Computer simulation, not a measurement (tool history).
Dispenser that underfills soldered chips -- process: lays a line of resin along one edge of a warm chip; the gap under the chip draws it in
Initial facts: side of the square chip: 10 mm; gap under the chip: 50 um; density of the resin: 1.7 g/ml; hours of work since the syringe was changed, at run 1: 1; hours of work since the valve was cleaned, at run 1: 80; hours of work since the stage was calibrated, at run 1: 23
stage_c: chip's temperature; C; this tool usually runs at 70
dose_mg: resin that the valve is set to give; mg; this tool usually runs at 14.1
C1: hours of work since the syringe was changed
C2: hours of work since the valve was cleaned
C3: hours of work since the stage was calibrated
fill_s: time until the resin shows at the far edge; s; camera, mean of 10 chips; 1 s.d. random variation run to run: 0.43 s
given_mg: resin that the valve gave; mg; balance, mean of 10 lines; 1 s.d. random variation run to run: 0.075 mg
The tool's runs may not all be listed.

Run 1, hour 0.0: usual settings; C1 1; C2 80; C3 23. Result: fill_s 33.2 s, given_mg 13.35 mg.
Run 2, hour 3.2: usual settings; C1 3; C2 82; C3 25. Result: fill_s 40.4 s, given_mg 13.25 mg.
Run 3, hour 6.7: usual settings; C1 5; C2 84; C3 28. Result: fill_s 48.5 s, given_mg 13.36 mg.
At hour 11.1: dispensing valve cleaned and set on the balance.
Run 4, hour 12.2: usual settings; C1 8; C2 1; C3 31. Result: fill_s 60.8 s, given_mg 14.11 mg.
Run 5, hour 14.8: usual settings; C1 10; C2 2; C3 32. Result: fill_s 69.4 s, given_mg 14.05 mg.
Run 6, hour 17.4: usual settings; C1 12; C2 4; C3 34. Result: fill_s 80.7 s, given_mg 14.14 mg.
At hour 18.0: new syringe of resin.
Run 7, hour 21.2: usual settings; C1 2; C2 7; C3 36. Result: fill_s 37.0 s, given_mg 14.08 mg.
Run 8, hour 25.1: usual settings but stage_c 78 C; C1 5; C2 9; C3 39. Result: fill_s 32.1 s, given_mg 14.08 mg.
Run 9, hour 28.5: usual settings; C1 7; C2 11; C3 41. Result: fill_s 54.8 s, given_mg 14.02 mg.
Run 10, hour 32.8: usual settings; C1 10; C2 14; C3 44. Result: fill_s 67.8 s, given_mg 13.85 mg.
At hour 36.2: new syringe of resin.
Run 11, hour 37.4: usual settings; C1 1; C2 17; C3 47. Result: fill_s 32.4 s, given_mg 13.97 mg.
Run 12, hour 41.1: usual settings but dose_mg 16.5 mg; C1 3; C2 20; C3 50. Result: fill_s 40.0 s, given_mg 16.30 mg.
Run 13, hour 43.6: usual settings but dose_mg 16.5 mg; C1 5; C2 21; C3 51. Result: fill_s 46.2 s, given_mg 16.32 mg.
Run 14, hour 48.3: usual settings; C1 8; C2 25; C3 54. Result: fill_s 59.4 s, given_mg 13.95 mg.
Run 15, hour 52.6: usual settings; C1 11; C2 27; C3 57. Result: fill_s 74.7 s, given_mg 13.79 mg.
At hour 54.4: new syringe of resin.
Run 16, hour 55.3: usual settings; C1 1; C2 29; C3 59. Result: fill_s 32.0 s, given_mg 13.81 mg.
Run 17, hour 59.3: usual settings; C1 3; C2 32; C3 62. Result: fill_s 40.9 s, given_mg 13.82 mg.
Run 18, hour 63.2: usual settings; C1 6; C2 34; C3 64. Result: fill_s 50.5 s, given_mg 13.75 mg.
Run 19, hour 67.6: usual settings but stage_c 75 C, dose_mg 14.9 mg; C1 9; C2 37; C3 67. Result: fill_s 50.0 s, given_mg 14.49 mg.
Run 20, hour 71.0: usual settings but stage_c 68 C, dose_mg 13.5 mg; C1 11; C2 40; C3 69. Result: fill_s 84.8 s, given_mg 13.11 mg.
At hour 72.6: new syringe of resin.
Run 21, hour 75.3: usual settings but stage_c 67 C, dose_mg 17.7 mg; C1 2; C2 42; C3 72. Result: fill_s 39.2 s, given_mg 17.11 mg.
Run 22, hour 77.4: usual settings but stage_c 67 C, dose_mg 17.7 mg; C1 3; C2 44; C3 74. Result: fill_s 46.0 s, given_mg 17.27 mg.
Run 23, hour 80.2: usual settings but stage_c 67 C, dose_mg 17.7 mg; C1 5; C2 46; C3 75. Result: fill_s 51.5 s, given_mg 17.26 mg.
Run 24, hour 84.7: usual settings but stage_c 63 C, dose_mg 16.4 mg; C1 8; C2 49; C3 78. Result: fill_s 79.3 s, given_mg 15.74 mg.
Run 25, hour 87.0: usual settings but stage_c 68 C, dose_mg 15.9 mg; C1 10; C2 50; C3 80. Result: fill_s 71.9 s, given_mg 15.33 mg.
Run 26, hour 89.1: usual settings but stage_c 68 C, dose_mg 15.9 mg; C1 11; C2 52; C3 81. Result: fill_s 80.5 s, given_mg 15.25 mg.
At hour 90.8: new syringe of resin.
Run 27, hour 92.9: usual settings but stage_c 68 C, dose_mg 12.0 mg; C1 1; C2 54; C3 84. Result: fill_s 38.3 s, given_mg 11.53 mg.
Run 28, hour 95.4: usual settings but stage_c 68 C, dose_mg 12.0 mg; C1 3; C2 56; C3 85. Result: fill_s 42.8 s, given_mg 11.51 mg.
Run 29, hour 98.2: usual settings but stage_c 68 C, dose_mg 12.0 mg; C1 5; C2 57; C3 87. Result: fill_s 51.2 s, given_mg 11.52 mg.
Run 30, hour 102.5: usual settings but stage_c 68 C, dose_mg 12.0 mg; C1 8; C2 60; C3 90. Result: fill_s 64.5 s, given_mg 11.50 mg.
Run 31, hour 106.4: usual settings but dose_mg 14.0 mg; C1 10; C2 63; C3 93. Result: fill_s 69.8 s, given_mg 13.51 mg.
At hour 109.0: new syringe of resin.
Run 32, hour 110.3: usual settings but dose_mg 16.8 mg; C1 1; C2 65; C3 95. Result: fill_s 31.3 s, given_mg 15.89 mg.
Run 33, hour 114.9: usual settings but dose_mg 16.8 mg; C1 4; C2 68; C3 98. Result: fill_s 40.6 s, given_mg 15.97 mg.
Run 34, hour 117.3: usual settings but dose_mg 17.4 mg; C1 6; C2 70; C3 100. Result: fill_s 46.3 s, given_mg 16.54 mg.
Run 35, hour 120.4: usual settings but stage_c 63 C; C1 8; C2 72; C3 102. Result: fill_s 77.5 s, given_mg 13.45 mg.
Run 36, hour 124.3: usual settings but stage_c 62 C, dose_mg 12.8 mg; C1 10; C2 75; C3 105. Result: fill_s 104.3 s, given_mg 12.14 mg.

What differs in the tool's unlogged condition from the final listed run ahead of each entry between runs to the first listed run following it?
In the gap between runs 3 and 4: dispensing valve cleaned and set on the balance (hour 11.1)
  resin's viscosity, % of fresh resin's: 157 -> 200.4; dose that the valve gives, % of what is set: 94.23 -> 99.84; true chip temperature over the reading, C: 0.25 -> 0.26
  measured result minus the result with no hidden state, fill_s: +17.6 -> +30.1 s; given_mg: -0.81 -> -0.02 mg
In the gap between runs 6 and 7: new syringe of resin (hour 18.0)
  resin's viscosity, % of fresh resin's: 266.6 -> 120.4; dose that the valve gives, % of what is set: 99.59 -> 99.42; true chip temperature over the reading, C: 0.28 -> 0.29
  measured result minus the result with no hidden state, fill_s: +50.2 -> +5.8 s; given_mg: -0.05 -> -0.08 mg
In the gap between runs 10 and 11: new syringe of resin (hour 36.2)
  resin's viscosity, % of fresh resin's: 227.3 -> 108.9; dose that the valve gives, % of what is set: 98.88 -> 98.67; true chip temperature over the reading, C: 0.33 -> 0.35
  measured result minus the result with no hidden state, fill_s: +37.6 -> +2.2 s; given_mg: -0.16 -> -0.19 mg
In the gap between runs 15 and 16: new syringe of resin (hour 54.4)
  resin's viscosity, % of fresh resin's: 249.7 -> 107.5; dose that the valve gives, % of what is set: 97.95 -> 97.82; true chip temperature over the reading, C: 0.4 -> 0.41
  measured result minus the result with no hidden state, fill_s: +44.5 -> +1.8 s; given_mg: -0.29 -> -0.31 mg
In the gap between runs 20 and 21: new syringe of resin (hour 72.6)
  resin's viscosity, % of fresh resin's: 254.5 -> 115.2; dose that the valve gives, % of what is set: 97.06 -> 96.87; true chip temperature over the reading, C: 0.46 -> 0.47
  measured result minus the result with no hidden state, fill_s: +51.3 -> +4.4 s; given_mg: -0.40 -> -0.56 mg
In the gap between runs 26 and 27: new syringe of resin (hour 90.8)
  resin's viscosity, % of fresh resin's: 245.9 -> 112.4; dose that the valve gives, % of what is set: 96.2 -> 96.03; true chip temperature over the reading, C: 0.52 -> 0.53
  measured result minus the result with no hidden state, fill_s: +47.2 -> +3.7 s; given_mg: -0.60 -> -0.48 mg
In the gap between runs 31 and 32: new syringe of resin (hour 109.0)
  resin's viscosity, % of fresh resin's: 235 -> 106.5; dose that the valve gives, % of what is set: 95.38 -> 95.21; true chip temperature over the reading, C: 0.58 -> 0.59
  measured result minus the result with no hidden state, fill_s: +39.5 -> +1.2 s; given_mg: -0.65 -> -0.80 mg

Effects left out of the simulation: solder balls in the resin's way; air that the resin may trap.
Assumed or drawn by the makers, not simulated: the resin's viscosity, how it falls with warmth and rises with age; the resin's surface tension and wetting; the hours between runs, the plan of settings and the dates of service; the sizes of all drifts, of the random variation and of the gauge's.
